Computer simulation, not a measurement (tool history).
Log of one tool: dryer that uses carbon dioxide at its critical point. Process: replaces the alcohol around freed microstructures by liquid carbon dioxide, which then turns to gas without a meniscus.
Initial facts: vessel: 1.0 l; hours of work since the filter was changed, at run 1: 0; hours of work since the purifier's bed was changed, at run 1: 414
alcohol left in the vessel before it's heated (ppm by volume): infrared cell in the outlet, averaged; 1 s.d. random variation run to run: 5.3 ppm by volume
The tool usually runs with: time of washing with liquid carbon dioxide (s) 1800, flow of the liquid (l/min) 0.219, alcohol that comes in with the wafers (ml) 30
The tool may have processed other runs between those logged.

run	hour	time of washing with liquid carbon dioxide (s)	flow of the liquid (l/min)	alcohol that comes in with the wafers (ml)	hours of work since the filter was changed	hours of work since the purifier's bed was changed	alcohol left in the vessel before it's heated (ppm by volume)
1	0	1800	0.219	30	0	414	149
2	15.2	1800	0.219	30	8	422	157
3	36.9	1800	0.219	71	20	434	327
4	53.3	1800	0.219	71	28	442	336
5	67.7	1800	0.219	71	36	450	345
6	93.4	1800	0.219	51	50	464	264
7	113	1500	0.219	30	60	474	381
8	139.4	1800	0.288	30	74	488	89
9	153.4	1800	0.288	30	81	496	84
10	177	1800	0.219	43	94	508	284
11	197.6	1800	0.219	43	105	519	283
12	221	1800	0.219	43	117	531	300
13	242.1	1800	0.219	43	129	543	307
14	265	1800	0.182	43	141	555	643
15	285.7	1800	0.182	43	152	566	670
16	310.4	1800	0.182	43	165	579	672
17	332.9	1800	0.219	30	177	591	261
# hour 345.4: inlet filter changed
18	351.7	1800	0.219	30	3	600	180
19	368.6	1800	0.219	30	12	609	186
20	393.9	1800	0.219	30	26	623	187
21	418	1800	0.219	30	39	636	195
22	434.6	1800	0.219	30	47	644	193
23	447.7	1800	0.219	82	54	651	436
24	466.7	1140	0.229	30	64	661	895
25	486.4	1440	0.188	94	75	672	2403
26	504.6	2820	0.187	103	85	682	152
27	520.9	1080	0.182	52	93	690	3735
28	537.1	1080	0.182	52	102	699	3673
29	559.3	1080	0.182	52	114	711	3746
30	576.7	2220	0.265	29	123	720	97
31	589	2400	0.185	45	129	726	205
32	606.7	1800	0.353	23	139	736	84
33	622.1	1800	0.331	30	147	744	93
34	636.6	1920	0.339	72	155	752	100
35	654.7	1920	0.339	72	164	761	95
36	674	1140	0.339	36	175	772	378
37	684.8	1140	0.339	36	180	777	368
# hour 690.2: inlet filter changed
38	704.1	1620	0.194	67	7	787	839
39	724.6	1980	0.222	33	18	798	152
40	749.4	2100	0.222	72	31	811	206
41	762.7	1440	0.211	22	39	818	397
42	778.6	2400	0.22	22	47	827	99
43	800	2400	0.22	22	58	838	100
44	815.9	2400	0.22	22	67	846	113
45	839.8	2700	0.219	30	79	859	100
46	852.6	2700	0.219	30	86	866	114

Hidden state or all else? Some run-to-run changes of alcohol left in the vessel before it's heated (ppm by volume), split into what the settings, what came in and random variation would give without the hidden state, and what is left for the hidden state (with any gauge scatter that isn't in both results):
Hidden state present: flow that reaches the vessel past the clogged filter, %; alcohol in the recycled carbon dioxide, ppm; drift of the gauge itself on alcohol_ppm, %.
Run 25 -> 26: time of washing with liquid carbon dioxide (s) 1440 -> 2820, flow of the liquid (l/min) 0.188 -> 0.187, alcohol that comes in with the wafers (ml) 94 -> 103. alcohol left in the vessel before it's heated (ppm by volume) -2251: hidden state -380, all else -1871.
Run 26 -> 27: time of washing with liquid carbon dioxide (s) 2820 -> 1080, flow of the liquid (l/min) 0.187 -> 0.182, alcohol that comes in with the wafers (ml) 103 -> 52. alcohol left in the vessel before it's heated (ppm by volume) +3583: hidden state +559, all else +3024.
Run 29 -> 30: time of washing with liquid carbon dioxide (s) 1080 -> 2220, flow of the liquid (l/min) 0.182 -> 0.265, alcohol that comes in with the wafers (ml) 52 -> 29. alcohol left in the vessel before it's heated (ppm by volume) -3649: hidden state -686, all else -2963.
